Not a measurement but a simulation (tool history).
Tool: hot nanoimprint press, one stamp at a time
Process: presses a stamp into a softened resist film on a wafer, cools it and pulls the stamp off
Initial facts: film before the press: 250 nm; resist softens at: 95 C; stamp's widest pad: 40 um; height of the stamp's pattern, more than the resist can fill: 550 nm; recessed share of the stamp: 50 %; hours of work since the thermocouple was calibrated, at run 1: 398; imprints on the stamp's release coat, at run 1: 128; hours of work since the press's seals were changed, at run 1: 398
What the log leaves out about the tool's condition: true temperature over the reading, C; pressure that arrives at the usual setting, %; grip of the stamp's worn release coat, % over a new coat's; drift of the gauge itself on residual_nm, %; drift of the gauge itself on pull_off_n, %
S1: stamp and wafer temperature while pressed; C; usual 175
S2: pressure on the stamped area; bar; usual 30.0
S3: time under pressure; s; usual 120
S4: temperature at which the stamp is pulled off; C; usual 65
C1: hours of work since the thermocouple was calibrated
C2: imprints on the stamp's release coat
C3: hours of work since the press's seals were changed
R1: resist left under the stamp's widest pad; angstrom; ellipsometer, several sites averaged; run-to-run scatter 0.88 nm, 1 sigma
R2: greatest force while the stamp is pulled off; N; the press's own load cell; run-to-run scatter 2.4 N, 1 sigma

run	hour	S1	S2	S3	S4	C1	C2	C3	R1	R2
1	0.0	175	30.0	120	65	398	128	398	1206	108
2	51.4	175	30.0	120	65	427	272	427	1214	115
3	128.3	175	30.0	62	65	471	487	471	1475	110
4	181.0	175	30.0	126	65	501	634	501	1196	111
# hour 232.5: plate thermocouple calibrated
5	232.9	175	30.0	126	65	0	771	529	1197	112
6	274.7	175	33.3	120	65	24	888	553	1146	105
7	317.8	175	33.3	120	65	49	1008	578	1134	109
8	370.3	175	30.0	80	65	79	1155	607	1367	110
9	415.9	175	30.0	88	65	105	1283	634	1344	114
10	452.2	175	30.0	88	65	126	1384	654	1354	112
11	500.9	175	29.5	120	65	153	1520	682	1224	115
12	557.5	175	29.5	120	65	186	1679	714	1220	110
13	630.6	175	30.0	120	65	227	1883	756	1220	114
14	682.0	175	30.0	120	65	257	2027	786	1208	113
15	740.9	175	30.0	120	65	290	2191	819	1228	115
# hour 820.8: stamp cleaned and given a new release coat
16	820.8	175	19.9	120	64	333	0	861	1457	112
17	882.9	175	19.9	120	64	368	174	897	1469	115
18	929.9	166	38.4	97	61	395	305	924	1570	115
19	1010.4	166	38.4	97	61	441	530	970	1564	120
20	1081.1	175	26.8	120	72	481	728	1010	1280	93
21	1128.9	175	30.0	75	72	509	862	1037	1409	97
# hour 1167.1: plate thermocouple calibrated
22	1177.2	175	22.4	63	65	6	988	1063	1702	115
# hour 1199.4: press's hydraulic seals changed and the load cell set to zero
23	1260.1	175	34.7	182	65	49	1198	35	968	112
24	1307.3	183	19.2	182	65	76	1330	62	1019	113
25	1357.3	169	19.2	64	57	104	1469	90	2032	129
26	1427.6	169	22.9	64	68	144	1666	130	1915	102
27	1498.2	185	22.9	64	65	185	1864	171	1232	112
28	1544.9	185	22.9	64	65	211	1994	197	1241	110
29	1609.7	185	22.9	64	65	248	2175	234	1217	110

What if the next run were any one of these 5? Each begins from the tool's condition after run 29:
A	1651.3	184	30.0	170	55	272	2292	258	?	?
B	1651.3	185	32.4	64	54	272	2292	258	?	?
C	1651.3	180	31.3	120	64	272	2292	258	?	?
D	1651.3	175	20.7	120	71	272	2292	258	?	?
E	1651.3	164	29.1	64	65	272	2292	258	?	?

run	R1	R2
A	776	136
B	1023	138
C	981	118
D	1442	99
E	2006	113
Without the tool's unlogged condition, the same runs would have read:
run	R1	R2
A	775	134
B	1022	136
C	980	116
D	1440	98
E	2005	111
